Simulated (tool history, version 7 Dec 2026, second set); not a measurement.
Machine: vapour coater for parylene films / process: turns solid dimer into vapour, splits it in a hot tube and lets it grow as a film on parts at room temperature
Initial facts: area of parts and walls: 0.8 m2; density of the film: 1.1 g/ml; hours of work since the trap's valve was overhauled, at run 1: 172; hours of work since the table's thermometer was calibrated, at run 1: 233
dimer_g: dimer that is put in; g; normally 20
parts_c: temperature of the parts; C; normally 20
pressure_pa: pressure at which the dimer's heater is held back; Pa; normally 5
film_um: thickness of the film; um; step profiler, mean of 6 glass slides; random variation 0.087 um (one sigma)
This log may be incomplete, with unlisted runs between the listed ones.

| run | hour | dimer_g | parts_c | pressure_pa | hours of work since the trap's valve was overhauled | hours of work since the table's thermometer was calibrated | film_um |
|---|---|---|---|---|---|---|---|
| 1 | 0 | 20 | 20 | 5 | 172 | 233 | 10.19 |
| 2 | 31.5 | 10 | 20 | 5 | 185 | 246 | 5.11 |
| 3 | 60.9 | 10 | 20 | 5 | 197 | 258 | 5.08 |
| 4 | 75.3 | 20 | 20 | 5 | 203 | 264 | 10.02 |
|  | 81.1 | trap's valve overhauled |
| 5 | 113.7 | 20 | 20 | 5 | 13 | 279 | 9.67 |
| 6 | 147.1 | 13 | 20 | 5 | 27 | 292 | 6.31 |
| 7 | 168.5 | 20 | 19 | 4.45 | 36 | 301 | 10.32 |
|  | 183.3 | trap's valve overhauled, once more |
| 8 | 203.1 | 20 | 19 | 4.45 | 8 | 314 | 10.94 |
| 9 | 226.8 | 17 | 20 | 3.66 | 18 | 324 | 9.21 |
| 10 | 252.9 | 17 | 20 | 3.66 | 29 | 335 | 9.03 |
| 11 | 272.1 | 17 | 20 | 3.66 | 37 | 343 | 9.15 |

Alternative continuations, all from the tool just after run 11; predict every row:
| A | 293.4 | 13 | 25 | 9.37 | 46 | 351 | ? |
| B | 293.4 | 35 | 17 | 5.03 | 46 | 351 | ? |
| C | 293.4 | 17 | 17 | 4.16 | 46 | 351 | ? |
| D | 293.4 | 27 | 20 | 3.77 | 46 | 351 | ? |

| run | film_um |
|---|---|
| A | 4.99 |
| B | 20.65 |
| C | 10.28 |
| D | 14.42 |
Had the tool no hidden state, the same runs would have come out as:
| run | film_um |
|---|---|
| A | 5.11 |
| B | 21.12 |
| C | 10.51 |
| D | 14.75 |
